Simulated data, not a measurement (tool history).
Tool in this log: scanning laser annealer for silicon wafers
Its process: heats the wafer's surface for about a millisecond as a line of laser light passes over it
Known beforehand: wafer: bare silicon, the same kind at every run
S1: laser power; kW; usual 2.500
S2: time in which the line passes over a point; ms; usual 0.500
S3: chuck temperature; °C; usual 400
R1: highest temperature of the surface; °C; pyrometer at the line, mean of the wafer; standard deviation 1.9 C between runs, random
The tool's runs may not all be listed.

run	day	S1	S2	S3	R1
1	0.000	2.500	0.500	400	1161
2	1.917	2.500	0.454	400	1125
3	3.875	2.500	0.454	400	1119
4	5.329	2.500	0.500	400	1152
5	6.358	2.291	0.500	400	1075
6	7.762	2.500	0.585	400	1197
7	8.846	2.500	0.585	400	1198
8	10.483	2.500	0.585	400	1196
# day 11.971: window over the wafer cleaned
9	12.075	2.500	0.585	400	1165
10	13.421	2.500	0.585	400	1161
11	14.417	2.500	0.500	400	1111
12	16.229	2.500	0.500	440	1145
13	18.175	2.446	0.500	440	1120
# day 19.029: window over the wafer cleaned, once more
14	19.988	2.446	0.500	440	1207
15	21.208	2.446	0.500	440	1207
# day 22.267: optics aligned, line set to its width
16	23.275	2.520	0.500	383	1201
17	24.654	2.500	0.507	363	1172
18	25.983	2.192	0.507	363	1054
19	26.904	2.668	0.534	366	1262
20	28.300	2.668	0.534	366	1261
21	29.408	2.709	0.607	391	1348
22	31.288	2.709	0.607	391	1344
23	32.871	2.709	0.607	391	1343
24	34.871	2.618	0.500	399	1234
25	36.625	2.500	0.362	380	1063

Each row is a separate what-if for the run after 25, all from the same tool condition, not one after another. Results?
A	37.742	2.175	0.362	389	?
B	37.742	2.237	0.352	406	?
C	37.742	2.686	0.500	396	?
D	37.742	2.391	0.367	383	?
E	37.742	2.293	0.500	404	?

run	R1
A	963
B	991
C	1254
D	1029
E	1111
Without the tool's hidden state the same runs would have given:
run	R1
A	980
B	1009
C	1280
D	1049
E	1132
